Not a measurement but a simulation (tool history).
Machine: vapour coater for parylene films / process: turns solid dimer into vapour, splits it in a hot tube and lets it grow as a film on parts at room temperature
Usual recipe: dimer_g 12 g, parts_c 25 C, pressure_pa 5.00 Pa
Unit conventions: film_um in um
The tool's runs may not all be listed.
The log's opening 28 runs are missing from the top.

| run | hour | dimer_g | parts_c | pressure_pa | film_um |
|---|---|---|---|---|---|
| 29 | 1298.3 | 10 | 23 | 3.72 | 6.35 |
| 30 | 1331.5 | 10 | 23 | 3.72 | 6.30 |
| 31 | 1394.0 | 17 | 25 | 7.15 | 9.57 |
| 32 | 1460.1 | 17 | 25 | 7.15 | 9.41 |
| 33 | 1499.9 | 12 | 25 | 2.17 | 7.50 |
| 34 | 1549.7 | 8 | 26 | 5.00 | 4.48 |
| 35 | 1614.4 | 12 | 34 | 5.00 | 5.67 |
| 36 | 1648.2 | 12 | 34 | 5.00 | 5.66 |
|  | 1657.1 | trap's valve overhauled |
| 37 | 1720.9 | 12 | 18 | 5.00 | 8.10 |
| 38 | 1760.8 | 7 | 25 | 7.11 | 4.03 |
| 39 | 1820.8 | 7 | 25 | 7.11 | 3.96 |
| 40 | 1857.1 | 7 | 25 | 7.11 | 3.90 |
| 41 | 1922.2 | 12 | 23 | 7.19 | 6.93 |
| 42 | 1983.0 | 12 | 23 | 7.19 | 6.77 |
| 43 | 2025.8 | 12 | 23 | 7.19 | 6.79 |
| 44 | 2075.8 | 12 | 23 | 7.19 | 6.74 |
| 45 | 2111.5 | 12 | 25 | 11.18 | 6.18 |
|  | 2130.7 | trap's valve overhauled |
| 46 | 2151.3 | 12 | 26 | 5.26 | 7.00 |

Below are 4 alternative next runs, each starting from the tool's condition after run 46. Predict each:
| A | 2204.8 | 12 | 26 | 5.97 | ? |
| B | 2204.8 | 10 | 25 | 5.00 | ? |
| C | 2204.8 | 12 | 18 | 5.86 | ? |
| D | 2204.8 | 13 | 29 | 2.75 | ? |

| run | film_um |
|---|---|
| A | 6.92 |
| B | 5.93 |
| C | 8.02 |
| D | 7.64 |
Without the tool's hidden state the same runs would have given:
| run | film_um |
|---|---|
| A | 7.05 |
| B | 6.04 |
| C | 8.16 |
| D | 7.78 |
